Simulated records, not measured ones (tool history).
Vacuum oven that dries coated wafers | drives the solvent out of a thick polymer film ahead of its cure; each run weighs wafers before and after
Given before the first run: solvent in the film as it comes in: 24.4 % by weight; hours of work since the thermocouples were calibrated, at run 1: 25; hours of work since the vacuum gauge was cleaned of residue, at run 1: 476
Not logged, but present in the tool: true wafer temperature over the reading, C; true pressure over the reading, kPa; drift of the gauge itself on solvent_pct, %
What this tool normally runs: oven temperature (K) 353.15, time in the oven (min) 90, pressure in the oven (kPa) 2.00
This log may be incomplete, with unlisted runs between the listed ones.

run	hour	oven temperature (K)	time in the oven (min)	pressure in the oven (kPa)	hours of work since the thermocouples were calibrated	hours of work since the vacuum gauge was cleaned of residue	solvent left in the film (%)
1	0.0	353.15	90	2.00	25	476	2.79
2	11.8	353.15	90	2.00	31	483	2.77
3	24.7	353.15	90	2.00	38	490	2.82
4	30.8	353.15	90	2.00	42	493	2.76
5	41.6	353.15	45	2.00	48	499	6.90
6	54.2	353.15	72	2.00	55	506	3.88
7	66.0	353.15	72	2.00	61	513	3.92
8	74.4	353.15	72	2.00	66	518	3.89
9	84.3	353.15	72	2.00	72	523	3.90
10	97.7	353.15	72	2.00	79	531	3.89
11	105.3	353.15	90	2.00	83	535	2.75
12	117.6	353.15	90	2.00	90	542	2.82
13	131.0	363.15	90	2.00	98	549	1.17
14	138.4	363.15	90	2.00	102	553	1.16
15	150.1	363.15	90	2.00	108	560	1.19
16	164.0	363.15	90	2.00	116	568	1.15
17	177.3	363.15	90	2.00	124	575	1.19
18	190.7	363.15	90	2.00	131	583	1.16
19	204.6	363.15	90	2.00	139	590	1.19
20	211.8	363.15	121	2.00	143	594	0.85
21	224.3	353.15	73	2.00	150	601	3.88
22	237.8	350.15	73	2.00	157	609	4.75
23	251.8	350.15	73	2.00	165	617	4.75
24	260.8	350.15	73	2.00	170	622	4.71
25	267.3	350.15	73	2.00	174	625	4.77
26	273.5	350.15	73	2.00	177	629	4.77
27	287.4	353.15	90	1.51	185	636	2.60
28	300.3	357.15	90	3.05	192	644	2.37
29	309.7	357.15	90	3.05	197	649	2.38
30	318.7	357.15	90	3.05	203	654	2.41
31	329.8	353.15	68	1.54	209	660	4.03
32	344.6	353.15	150	2.00	217	668	1.36
33	359.6	353.15	126	2.00	225	677	1.71
34	371.2	353.15	126	2.00	232	683	1.71
35	377.9	365.15	90	2.00	236	687	0.98
36	387.5	353.15	108	1.30	241	692	1.84
37	394.1	353.15	148	1.30	245	696	1.10
38	401.2	363.15	112	2.75	249	700	1.11
39	408.7	346.15	50	6.66	253	704	10.42
40	422.0	346.15	50	6.66	260	712	10.45
41	432.9	352.15	90	6.91	266	718	5.15
42	447.0	349.15	59	1.92	274	726	6.45
43	460.7	349.15	59	1.92	282	733	6.42
44	469.3	363.15	59	4.24	287	738	3.12
45	475.7	363.15	59	4.24	290	742	3.12
46	486.6	352.15	140	2.00	296	748	1.62
47	496.3	349.15	119	1.03	302	753	2.14

Below, some changes in solvent left in the film (%) between adjacent runs. For each, the amount present without the hidden state too (settings, incoming material, random variation) and the amount remaining for the hidden state with gauge scatter not shared by both compared results:
Run 4 -> 5: time in the oven (min) 90 -> 45. solvent left in the film (%) +4.14: hidden state -0.03, all else +4.17.
Run 35 -> 36: oven temperature (K) 365.15 -> 353.15, time in the oven (min) 90 -> 108, pressure in the oven (kPa) 2.00 -> 1.30. solvent left in the film (%) +0.86: hidden state +0.04, all else +0.82.
Run 37 -> 38: oven temperature (K) 353.15 -> 363.15, time in the oven (min) 148 -> 112, pressure in the oven (kPa) 1.30 -> 2.75. solvent left in the film (%) +0.01: hidden state -0.04, all else +0.05.
Run 38 -> 39: oven temperature (K) 363.15 -> 346.15, time in the oven (min) 112 -> 50, pressure in the oven (kPa) 2.75 -> 6.66. solvent left in the film (%) +9.31: hidden state +0.02, all else +9.29.
Run 40 -> 41: oven temperature (K) 346.15 -> 352.15, time in the oven (min) 50 -> 90, pressure in the oven (kPa) 6.66 -> 6.91. solvent left in the film (%) -5.30: hidden state +0.01, all else -5.31.
Run 45 -> 46: oven temperature (K) 363.15 -> 352.15, time in the oven (min) 59 -> 140, pressure in the oven (kPa) 4.24 -> 2.00. solvent left in the film (%) -1.50: hidden state +0.05, all else -1.55.

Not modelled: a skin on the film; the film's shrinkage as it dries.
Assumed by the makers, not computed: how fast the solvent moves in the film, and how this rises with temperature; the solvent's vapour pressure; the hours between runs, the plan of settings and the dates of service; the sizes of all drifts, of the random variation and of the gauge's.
